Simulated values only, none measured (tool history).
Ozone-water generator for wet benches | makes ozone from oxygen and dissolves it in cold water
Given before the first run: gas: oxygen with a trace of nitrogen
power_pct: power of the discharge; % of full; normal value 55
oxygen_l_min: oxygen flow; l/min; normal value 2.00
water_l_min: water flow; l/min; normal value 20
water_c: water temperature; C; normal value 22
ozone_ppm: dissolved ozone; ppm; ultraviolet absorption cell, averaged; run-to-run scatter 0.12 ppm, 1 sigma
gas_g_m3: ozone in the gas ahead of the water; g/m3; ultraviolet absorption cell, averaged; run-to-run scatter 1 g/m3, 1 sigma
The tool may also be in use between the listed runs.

run,hour,power_pct,oxygen_l_min,water_l_min,water_c,ozone_ppm,gas_g_m3
1,0.0,55,2.00,20,22,9.4,168.3
2,18.7,55,2.00,20,22,9.5,168.5
3,42.7,55,2.00,20,22,9.1,166.5
4,62.0,55,2.00,20,22,9.3,169.7
5,79.0,55,2.00,20,22,9.2,168.0
6,97.9,55,2.77,20,22,9.6,138.2
7,128.7,55,1.77,20,22,9.1,180.4
8,161.1,55,2.00,16,22,11.3,167.5
9,176.3,55,2.00,16,22,11.4,165.8
10,191.6,55,2.00,20,22,9.3,166.2
11,220.6,55,2.00,20,22,9.2,168.3
12,250.8,55,2.00,20,22,9.2,165.6
13,276.2,46,2.00,20,20,8.1,147.0
14,300.0,46,2.00,20,20,8.3,143.2
15,323.5,41,2.00,20,17,7.6,133.0
16,354.4,41,2.00,20,17,7.6,133.9
17,372.2,52,2.00,25,25,7.1,158.0

Forecast run 18:
18,386.6,52,2.00,25,25,?,?

ozone_ppm: 7.2 ppm
gas_g_m3: 158.9 g/m3
On a tool with no hidden condition, and with the same random variation, this run would have come out at ozone_ppm 8.2 ppm, gas_g_m3 167.5 g/m3.
